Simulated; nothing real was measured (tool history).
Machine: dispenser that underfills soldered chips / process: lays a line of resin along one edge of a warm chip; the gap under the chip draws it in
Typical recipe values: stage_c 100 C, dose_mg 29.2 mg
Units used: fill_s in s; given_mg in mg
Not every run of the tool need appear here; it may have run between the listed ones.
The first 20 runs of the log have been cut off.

run   hour  stage_c  dose_mg  hours of work since the syringe was changed  hours of work since the valve was cleaned  hours of work since the stage was calibrated  fill_s  given_mg
     116.7  -- new syringe of resin
 21  120.8       93     30.1                                            3                                          7                                           258   490.3     29.88
     125.9  -- new syringe of resin
 22  127.4      111     30.1                                            1                                         11                                           262   223.6     29.83
 23  134.4       92     26.2                                            5                                         16                                           266   646.6     25.98
     135.4  -- new syringe of resin
 24  139.7       95     36.8                                            3                                         19                                           269   444.2     36.57
 25  143.9       93     31.6                                            5                                         21                                           272     574     31.31
     144.8  -- new syringe of resin
 26  149.9       93     31.6                                            3                                         25                                           275     499     31.24
     154.2  -- new syringe of resin
 27  156.7       93     31.6                                            2                                         29                                           279   457.4     31.03
 28  162.5      114     31.2                                            5                                         32                                           283   273.6     30.37
     163.4  -- new syringe of resin
 29    168       99     37.4                                            3                                         36                                           286     383     36.55
     173.2  -- new syringe of resin
 30  173.4       99     37.4                                            0                                         39                                           289   313.8     36.46
 31  179.5      108     34.8                                            4                                         42                                           293   297.8      33.9
     182.6  -- new syringe of resin
 32  187.9      113     35.4                                            3                                         47                                           298   238.3     34.44
     192.1  -- new syringe of resin
 33  195.7       95     35.4                                            2                                         52                                           303     421     34.23
     201.9  -- new syringe of resin
 34  204.2      106     31.8                                            1                                         57                                           308     281     30.68
 35  208.4      106     27.5                                            4                                         60                                           310   336.9     26.56

4 options for the next run, each taken on its own from the tool as it stands now. Forecast them:
     211.4  -- new syringe of resin
  A  212.9      102     27.5                                            1                                         62                                           313       ?         ?
     211.4  -- new syringe of resin
  B  212.9      110     31.9                                            1                                         62                                           313       ?         ?
     211.4  -- new syringe of resin
  C  212.9       92     25.3                                            1                                         62                                           313       ?         ?
     211.4  -- new syringe of resin
  D  212.9      112     34.8                                            1                                         62                                           313       ?         ?

run  fill_s  given_mg
  A   313.7     26.55
  B   227.3     30.69
  C     469     24.45
  D   214.6      33.4
With no hidden state in the tool, these same runs would have given:
run  fill_s  given_mg
  A   294.4     27.57
  B     214     31.87
  C   439.2     25.39
  D   202.3     34.68

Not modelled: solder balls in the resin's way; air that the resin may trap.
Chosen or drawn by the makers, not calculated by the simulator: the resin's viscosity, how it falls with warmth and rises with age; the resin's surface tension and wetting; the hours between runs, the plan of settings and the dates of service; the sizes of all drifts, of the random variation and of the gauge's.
